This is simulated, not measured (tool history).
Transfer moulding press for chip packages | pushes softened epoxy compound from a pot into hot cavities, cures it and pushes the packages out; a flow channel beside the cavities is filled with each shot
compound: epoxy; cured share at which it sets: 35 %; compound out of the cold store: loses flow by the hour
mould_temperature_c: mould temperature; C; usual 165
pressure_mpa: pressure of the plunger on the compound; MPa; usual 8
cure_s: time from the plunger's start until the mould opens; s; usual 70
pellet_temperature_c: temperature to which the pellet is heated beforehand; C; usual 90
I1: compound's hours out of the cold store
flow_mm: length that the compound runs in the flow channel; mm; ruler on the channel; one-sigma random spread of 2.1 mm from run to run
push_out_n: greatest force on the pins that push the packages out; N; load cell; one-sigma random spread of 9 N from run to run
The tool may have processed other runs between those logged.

run 1 hour=0 | mould_temperature_c=165 pressure_mpa=8 cure_s=70 pellet_temperature_c=90 | I1=13.3 | flow_mm=753 push_out_n=424
run 2 hour=26.6 | mould_temperature_c=165 pressure_mpa=8 cure_s=70 pellet_temperature_c=90 | I1=34.3 | flow_mm=678 push_out_n=355
-- hour=39.4 cavities cleaned with cleaning compound and waxed
run 3 hour=44.5 | mould_temperature_c=165 pressure_mpa=8 cure_s=70 pellet_temperature_c=90 | I1=36.3 | flow_mm=667 push_out_n=361
run 4 hour=60.6 | mould_temperature_c=165 pressure_mpa=7.29 cure_s=70 pellet_temperature_c=90 | I1=15.1 | flow_mm=709 push_out_n=403
run 5 hour=93 | mould_temperature_c=165 pressure_mpa=7.29 cure_s=70 pellet_temperature_c=90 | I1=28.4 | flow_mm=663 push_out_n=381
run 6 hour=114.3 | mould_temperature_c=165 pressure_mpa=7.29 cure_s=70 pellet_temperature_c=90 | I1=45.4 | flow_mm=610 push_out_n=357
-- hour=127.7 cavities cleaned with cleaning compound and waxed
run 7 hour=138.7 | mould_temperature_c=165 pressure_mpa=8 cure_s=70 pellet_temperature_c=90 | I1=27.8 | flow_mm=700 push_out_n=369
run 8 hour=163.6 | mould_temperature_c=165 pressure_mpa=8 cure_s=70 pellet_temperature_c=90 | I1=13.9 | flow_mm=747 push_out_n=402
run 9 hour=177.7 | mould_temperature_c=165 pressure_mpa=8 cure_s=70 pellet_temperature_c=90 | I1=46.9 | flow_mm=637 push_out_n=353
run 10 hour=198.8 | mould_temperature_c=165 pressure_mpa=8 cure_s=70 pellet_temperature_c=90 | I1=41.6 | flow_mm=649 push_out_n=349
-- hour=216.4 cavities cleaned with cleaning compound and waxed
run 11 hour=235.3 | mould_temperature_c=165 pressure_mpa=8 cure_s=70 pellet_temperature_c=90 | I1=19.6 | flow_mm=727 push_out_n=378
run 12 hour=265.7 | mould_temperature_c=171 pressure_mpa=8 cure_s=70 pellet_temperature_c=90 | I1=32.4 | flow_mm=662 push_out_n=259
run 13 hour=286.9 | mould_temperature_c=171 pressure_mpa=8 cure_s=70 pellet_temperature_c=90 | I1=44.2 | flow_mm=625 push_out_n=242
-- hour=303.5 cavities cleaned with cleaning compound and waxed
run 14 hour=311.7 | mould_temperature_c=171 pressure_mpa=8 cure_s=70 pellet_temperature_c=90 | I1=10.8 | flow_mm=739 push_out_n=266
run 15 hour=337.9 | mould_temperature_c=170 pressure_mpa=8 cure_s=54 pellet_temperature_c=90 | I1=21 | flow_mm=707 push_out_n=574
run 16 hour=369.7 | mould_temperature_c=170 pressure_mpa=8 cure_s=54 pellet_temperature_c=90 | I1=40.2 | flow_mm=644 push_out_n=514
-- hour=387 plunger's sealing rings changed
run 17 hour=389.1 | mould_temperature_c=171 pressure_mpa=9.47 cure_s=70 pellet_temperature_c=80 | I1=12.2 | flow_mm=802 push_out_n=284
-- hour=393.8 cavities cleaned with cleaning compound and waxed
run 18 hour=406.5 | mould_temperature_c=160 pressure_mpa=7.07 cure_s=70 pellet_temperature_c=80 | I1=17.1 | flow_mm=707 push_out_n=619
run 19 hour=426.4 | mould_temperature_c=165 pressure_mpa=7.88 cure_s=70 pellet_temperature_c=81 | I1=18.3 | flow_mm=726 push_out_n=413
run 20 hour=453.3 | mould_temperature_c=165 pressure_mpa=8 cure_s=80 pellet_temperature_c=100 | I1=40.7 | flow_mm=653 push_out_n=269
-- hour=481.3 cavities cleaned with cleaning compound and waxed
run 21 hour=487.7 | mould_temperature_c=170 pressure_mpa=7.85 cure_s=80 pellet_temperature_c=100 | I1=47.9 | flow_mm=610 push_out_n=220
run 22 hour=510.6 | mould_temperature_c=162 pressure_mpa=6.12 cure_s=98 pellet_temperature_c=90 | I1=24.6 | flow_mm=628 push_out_n=244
run 23 hour=545.6 | mould_temperature_c=160 pressure_mpa=7.53 cure_s=70 pellet_temperature_c=90 | I1=31 | flow_mm=681 push_out_n=560
-- hour=568.1 cavities cleaned with cleaning compound and waxed
run 24 hour=568.1 | mould_temperature_c=169 pressure_mpa=7.53 cure_s=51 pellet_temperature_c=85 | I1=45.1 | flow_mm=612 push_out_n=634
run 25 hour=599.5 | mould_temperature_c=157 pressure_mpa=6.69 cure_s=53 pellet_temperature_c=90 | I1=47 | flow_mm=603 push_out_n=1008
run 26 hour=630.8 | mould_temperature_c=162 pressure_mpa=8.61 cure_s=70 pellet_temperature_c=96 | I1=45 | flow_mm=671 push_out_n=413
-- hour=657.9 cavities cleaned with cleaning compound and waxed
run 27 hour=667.4 | mould_temperature_c=167 pressure_mpa=8.61 cure_s=102 pellet_temperature_c=96 | I1=45.5 | flow_mm=656 push_out_n=213
run 28 hour=685.8 | mould_temperature_c=169 pressure_mpa=8 cure_s=106 pellet_temperature_c=90 | I1=47.8 | flow_mm=620 push_out_n=212

Here are 3 independent what-if runs from the current tool condition. What would each one return?
run A hour=714.4 | mould_temperature_c=165 pressure_mpa=6.39 cure_s=70 pellet_temperature_c=90 | I1=46 | flow_mm=? push_out_n=?
run B hour=714.4 | mould_temperature_c=168 pressure_mpa=9.2 cure_s=104 pellet_temperature_c=90 | I1=13.4 | flow_mm=? push_out_n=?
run C hour=714.4 | mould_temperature_c=169 pressure_mpa=8 cure_s=70 pellet_temperature_c=90 | I1=47.6 | flow_mm=? push_out_n=?

run=A flow_mm=570 push_out_n=361
run=B flow_mm=796 push_out_n=216
run=C flow_mm=623 push_out_n=273
Had the tool no hidden state, the same runs would have come out as:
run=A flow_mm=570 push_out_n=357
run=B flow_mm=796 push_out_n=214
run=C flow_mm=623 push_out_n=270
